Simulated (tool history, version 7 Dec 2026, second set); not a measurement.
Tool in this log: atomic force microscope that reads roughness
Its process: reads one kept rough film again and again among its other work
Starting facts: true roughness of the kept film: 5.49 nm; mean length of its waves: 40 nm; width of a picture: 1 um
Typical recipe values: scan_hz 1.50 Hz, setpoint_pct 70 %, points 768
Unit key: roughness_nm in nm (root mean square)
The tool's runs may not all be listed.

run,hour,scan_hz,setpoint_pct,points,roughness_nm
1,0.0,1.50,70,768,4.224
2,18.4,1.50,70,389,4.152
# hour 37.1: new tip fitted
3,41.2,1.50,70,389,4.665
4,68.1,1.50,70,389,4.534
5,107.5,1.50,70,768,4.368
6,129.2,1.50,58,768,4.536
7,159.9,1.50,70,768,4.173
# hour 166.6: new tip fitted
8,184.3,1.50,70,768,4.619
9,206.9,1.50,70,768,4.516
10,242.5,1.50,70,768,4.357
11,266.8,1.50,70,986,4.301
# hour 298.5: new tip fitted
12,298.5,1.50,70,986,4.712
13,340.2,1.50,70,986,4.546
14,382.8,1.56,70,986,4.372
15,423.2,1.56,70,986,4.207
# hour 429.6: new tip fitted
16,465.0,2.91,83,986,3.585
# hour 467.9: height scale calibrated on a step standard
17,493.6,1.50,70,938,4.435
18,530.9,0.84,70,659,4.478
19,559.1,2.75,79,494,3.552
# hour 564.3: height scale calibrated on a step standard, once more
# hour 564.8: new tip fitted
20,585.4,1.22,86,768,4.218
21,613.6,1.22,86,768,4.083
22,651.9,2.12,75,312,3.962
23,685.1,1.21,70,444,4.228
# hour 695.1: new tip fitted
24,714.8,2.03,70,871,4.432
25,749.3,2.03,70,871,4.286
26,786.4,2.06,75,871,3.993
27,820.1,2.28,57,871,4.296
# hour 826.9: new tip fitted
28,865.1,2.28,57,871,4.632
29,897.9,2.28,57,871,4.548

The same runs without the tool's hidden state, with the same run-to-run variation:
The tool's hidden condition here consists of: radius of the tip, nm; height scale over the true one, %; drift of the gauge itself on roughness_nm, %.
run,roughness_nm
1,4.646
2,4.637
3,4.659
4,4.659
5,4.651
6,4.932
7,4.654
8,4.674
9,4.672
10,4.658
11,4.702
12,4.674
13,4.684
14,4.674
15,4.659
16,3.710
17,4.682
18,4.887
19,3.976
20,4.317
21,4.293
22,4.307
23,4.732
24,4.527
25,4.522
26,4.354
27,4.817
28,4.796
29,4.852
